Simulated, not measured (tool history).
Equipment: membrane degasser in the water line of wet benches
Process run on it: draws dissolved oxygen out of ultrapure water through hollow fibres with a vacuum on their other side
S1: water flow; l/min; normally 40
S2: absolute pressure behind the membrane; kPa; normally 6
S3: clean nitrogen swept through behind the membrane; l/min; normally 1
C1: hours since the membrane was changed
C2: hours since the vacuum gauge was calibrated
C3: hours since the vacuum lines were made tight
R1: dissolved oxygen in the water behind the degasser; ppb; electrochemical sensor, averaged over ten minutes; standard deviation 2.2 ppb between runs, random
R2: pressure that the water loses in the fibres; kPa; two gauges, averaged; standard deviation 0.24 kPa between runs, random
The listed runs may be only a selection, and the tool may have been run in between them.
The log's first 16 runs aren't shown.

run	hour	S1	S2	S3	C1	C2	C3	R1	R2
# hour 2413.1: membrane cartridge changed
17	2458	40	6	1	45	2555	5325	252.3	63.44
18	2670.1	40	6	1	257	2767	5537	257.1	63.81
# hour 2848.5: seals of the vacuum lines changed
19	2875.8	31	6	1	461	2971	27	208.1	49.69
20	3107.8	26	3.85	1	693	3203	259	61.8	41.88
21	3249.7	26	3.85	0.45	835	3345	401	119.1	41.45
# hour 3264.1: vacuum gauge calibrated
22	3432.1	40	7.6	1.97	1017	168	583	229.3	64.08
23	3569.9	40	7.6	1.97	1154	306	721	231.2	64.27
24	3774.1	40	9.69	0.98	1359	510	925	565	64.39
25	3873.6	40	9.69	0.98	1458	609	1025	568.5	64.49
26	4047.4	37	6	1.03	1632	783	1198	262.4	59.74
27	4255.2	37	6	1.03	1840	991	1406	265.3	60.17
# hour 4330.7: vacuum gauge calibrated, once more
28	4493.7	37	6	1.03	2078	163	1644	207.3	60.17
29	4704.8	40	6	0.41	2289	374	1855	421.1	64.8
30	4808.8	52	6	0.93	2393	478	1959	300	84.22
31	5004	36	4.38	2.35	2588	673	2154	46.3	58.93
32	5233.1	36	4.38	2.35	2817	902	2384	49	58.84
33	5467.9	40	10.24	0.43	3052	1137	2618	975.9	65.88

3 options for the next run, each taken on its own from the tool as it stands now. Forecast them:
A	5629.9	40	8.81	1	3214	1299	2780	?	?
B	5629.9	52	10.24	0.43	3214	1299	2780	?	?
C	5629.9	41	3.68	0.48	3214	1299	2780	?	?

run	R1	R2
A	446.7	65.61
B	1139.8	85.89
C	97.7	67.4
With no hidden state in the tool, these same runs would have given:
run	R1	R2
A	430.7	63.63
B	1112.9	83.3
C	69	65.37
